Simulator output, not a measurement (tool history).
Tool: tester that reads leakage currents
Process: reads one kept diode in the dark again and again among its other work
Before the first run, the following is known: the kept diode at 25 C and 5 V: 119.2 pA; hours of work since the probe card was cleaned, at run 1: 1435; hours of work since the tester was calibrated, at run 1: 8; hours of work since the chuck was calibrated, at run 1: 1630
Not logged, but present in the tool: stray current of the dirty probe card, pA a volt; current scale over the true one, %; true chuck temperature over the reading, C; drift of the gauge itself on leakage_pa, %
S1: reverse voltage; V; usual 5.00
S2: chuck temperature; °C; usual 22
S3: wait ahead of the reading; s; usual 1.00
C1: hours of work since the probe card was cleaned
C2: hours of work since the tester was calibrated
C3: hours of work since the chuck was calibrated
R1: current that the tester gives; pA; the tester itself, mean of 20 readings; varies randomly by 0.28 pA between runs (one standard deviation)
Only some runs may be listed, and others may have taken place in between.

run   hour     S1  S2    S3    C1   C2    C3       R1
  1    0.0   5.00  22  1.00  1435    8  1630    91.91
  2   29.9   5.00  22  1.00  1455   28  1649    92.16
  3   60.9   5.00  22  1.00  1475   48  1670    92.62
  4   87.7   5.00  22  1.00  1493   65  1687    92.48
  5  115.4   5.00  22  1.29  1511   84  1705    92.13
  6  133.8   5.00  22  1.29  1523   96  1717    92.18
  7  161.3   5.00  22  8.72  1541  114  1735    91.81
  8  188.1   5.00  22  8.72  1558  131  1753    91.14
  9  222.1  16.37  22  8.72  1581  153  1775   159.99
 10  241.9  16.37  22  8.72  1593  166  1788   160.07
 11  265.8  16.37  22  8.72  1609  182  1804   160.36
 12  302.4   3.58  22  4.14  1633  206  1828    78.35
     336.6  -- chuck's temperature calibrated
 13  341.5   3.58  22  4.14  1657  230     3    78.26
 14  363.1   3.58  22  4.14  1671  244    17    78.38
 15  379.7   8.25  57  4.14  1682  255    28  1878.95
 16  396.1   8.25  38  4.14  1693  266    39   448.40
 17  424.6   8.25  38  4.14  1712  285    58   447.25
 18  459.7   8.25  38  4.14  1735  308    81   445.47
 19  480.7   8.61  54  1.00  1748  321    94  1547.66
 20  505.8   9.70  22  2.22  1765  338   111   125.69
 21  540.3   9.70  42  1.10  1787  360   133   660.90
 22  571.5   5.00  56  9.46  1808  381   154  1381.82

Alternative continuations, all from the tool just after run 22; predict every row:
  A  595.4  15.10  43  6.62  1824  396  169   ?
  B  595.4   5.00  22  0.96  1824  396  169   ?
  C  595.4   5.00  56  4.87  1824  396  169   ?

run       R1
  A   883.91
  B    92.00
  C  1382.04
Without the tool's hidden state the same runs would have given:
run       R1
  A   883.73
  B    91.91
  C  1382.11
